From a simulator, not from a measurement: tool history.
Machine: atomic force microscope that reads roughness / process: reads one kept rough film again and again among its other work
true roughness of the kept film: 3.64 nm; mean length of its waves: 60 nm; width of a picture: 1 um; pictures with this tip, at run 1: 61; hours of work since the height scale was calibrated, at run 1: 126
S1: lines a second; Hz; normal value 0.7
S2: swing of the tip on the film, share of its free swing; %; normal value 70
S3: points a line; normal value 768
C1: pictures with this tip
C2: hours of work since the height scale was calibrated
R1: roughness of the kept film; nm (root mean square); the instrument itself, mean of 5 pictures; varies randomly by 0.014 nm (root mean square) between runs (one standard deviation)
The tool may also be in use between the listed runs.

run,hour,S1,S2,S3,C1,C2,R1
1,0,0.7,70,768,61,126,3.415
2,8.9,0.7,70,768,77,130,3.386
3,19.1,0.7,70,768,94,136,3.324
4,35.4,0.7,70,768,123,145,3.326
5,53,0.7,70,768,154,154,3.3
6,67.4,0.7,78,768,179,162,3.241
7,82.2,0.7,78,768,205,170,3.204
8,91.3,0.7,78,416,220,175,3.182
9,106,0.7,70,774,246,182,3.178
# hour 109.4: new tip fitted
10,126.3,0.7,70,774,29,193,3.462
11,142.9,0.7,70,768,59,202,3.406
12,151.7,0.7,70,768,74,207,3.385
13,164.1,0.7,70,691,95,213,3.381
# hour 166.5: height scale calibrated on a step standard
14,174.8,0.7,70,691,112,4,3.346
15,193.6,0.7,70,768,145,14,3.306
16,209.8,0.557,70,297,173,23,3.262
17,227,1.328,70,282,203,32,3.182
18,238.2,1.328,70,282,223,38,3.165
19,248.9,0.709,71,561,242,44,3.202
# hour 256.6: height scale calibrated on a step standard, once more
# hour 257.1: new tip fitted
20,268.5,0.709,71,561,20,6,3.444
21,281.1,1.258,71,283,42,13,3.369
22,298,1.258,57,283,72,22,3.403
23,317.8,1.699,74,320,106,33,3.208
24,335.5,1.503,81,457,137,42,3.15

Predict the results of run 25:
25,354.1,3.347,87,542,169,52,?

Logged for run 25: R1 2.766 nm (root mean square).
On a tool with no hidden condition, and with the same random variation, this run would have come out at R1 2.938 nm (root mean square).
